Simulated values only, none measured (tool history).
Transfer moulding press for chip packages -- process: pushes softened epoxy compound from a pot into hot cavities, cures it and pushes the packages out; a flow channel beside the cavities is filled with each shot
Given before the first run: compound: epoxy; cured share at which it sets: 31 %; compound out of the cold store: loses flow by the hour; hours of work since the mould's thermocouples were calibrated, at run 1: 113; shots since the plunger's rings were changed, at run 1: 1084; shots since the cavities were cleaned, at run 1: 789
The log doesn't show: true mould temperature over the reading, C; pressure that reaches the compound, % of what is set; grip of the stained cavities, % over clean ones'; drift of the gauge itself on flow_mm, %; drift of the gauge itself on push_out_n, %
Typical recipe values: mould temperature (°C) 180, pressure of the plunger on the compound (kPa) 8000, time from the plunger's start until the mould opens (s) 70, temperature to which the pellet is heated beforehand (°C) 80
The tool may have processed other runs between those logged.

run   hour  mould temperature (°C)  pressure of the plunger on the compound (kPa)  time from the plunger's start until the mould opens (s)  temperature to which the pellet is heated beforehand (°C)  hours of work since the mould's thermocouples were calibrated  shots since the plunger's rings were changed  shots since the cavities were cleaned  incoming compound's hours out of the cold store  length that the compound runs in the flow channel (mm)  greatest force on the pins that push the packages out (N)
  1      0                     180                                           8000                                                       70                                                         80                                                            113                                          1084                                    789                                             19.2                                                    1010                                                        284
  2   24.9                     180                                           8000                                                       70                                                         80                                                            126                                          1414                                   1119                                             20.5                                                    1019                                                        306
      33.1  -- cavities cleaned with cleaning compound and waxed
  3     69                     180                                           8000                                                       70                                                         80                                                            148                                          1980                                    476                                             43.7                                                     858                                                        268
  4   91.1                     187                                           8000                                                       70                                                         80                                                            160                                          2274                                    770                                               17                                                     982                                                        262
  5  114.8                     187                                           8000                                                       70                                                         80                                                            172                                          2588                                   1084                                             24.8                                                     938                                                        267
     124.7  -- cavities cleaned with cleaning compound and waxed
  6  159.7                     187                                           8000                                                       70                                                         80                                                            195                                          3164                                    464                                             25.1                                                     929                                                        254
  7  181.7                     179                                           8000                                                       70                                                         80                                                            207                                          3456                                    756                                             28.1                                                     939                                                        288
  8  204.5                     179                                           8000                                                       70                                                         80                                                            219                                          3759                                   1059                                             31.3                                                     925                                                        288
     215.8  -- cavities cleaned with cleaning compound and waxed
     245.4  -- plunger's sealing rings changed
  9  251.7                     183                                           6250                                                       70                                                         80                                                            241                                            83                                    443                                             20.6                                                     889                                                        254
 10  273.1                     183                                           6250                                                       70                                                         80                                                            253                                           368                                    728                                             34.3                                                     809                                                        275
       309  -- cavities cleaned with cleaning compound and waxed
 11    309                     183                                           8030                                                       70                                                         80                                                            271                                           825                                      0                                             10.1                                                    1062                                                        165
 12    352                     180                                           7350                                                       70                                                         72                                                            293                                          1395                                    570                                             16.3                                                    1000                                                        272

Alternative continuations, all from the tool just after run 12; predict every row:
     376.2  -- mould's thermocouples calibrated
  A  385.2                     185                                           7990                                                       89                                                         80                                                              5                                          1809                                    984                                             30.7                                                       ?                                                          ?
     376.2  -- mould's thermocouples calibrated
  B  385.2                     186                                           8000                                                       93                                                         79                                                              5                                          1809                                    984                                             15.8                                                       ?                                                          ?
     376.2  -- mould's thermocouples calibrated
  C  385.2                     180                                           8000                                                       70                                                         72                                                              5                                          1809                                    984                                               18                                                       ?                                                          ?
     376.2  -- mould's thermocouples calibrated
  D  385.2                     174                                           7350                                                       85                                                         75                                                              5                                          1809                                    984                                             14.1                                                       ?                                                          ?

run  length that the compound runs in the flow channel (mm)  greatest force on the pins that push the packages out (N)
  A                                                     912                                                        273
  B                                                     996                                                        269
  C                                                    1021                                                        296
  D                                                    1042                                                        287
What these runs would have given with no unlogged condition in the tool:
run  length that the compound runs in the flow channel (mm)  greatest force on the pins that push the packages out (N)
  A                                                     928                                                        169
  B                                                    1013                                                        167
  C                                                    1039                                                        181
  D                                                    1060                                                        173
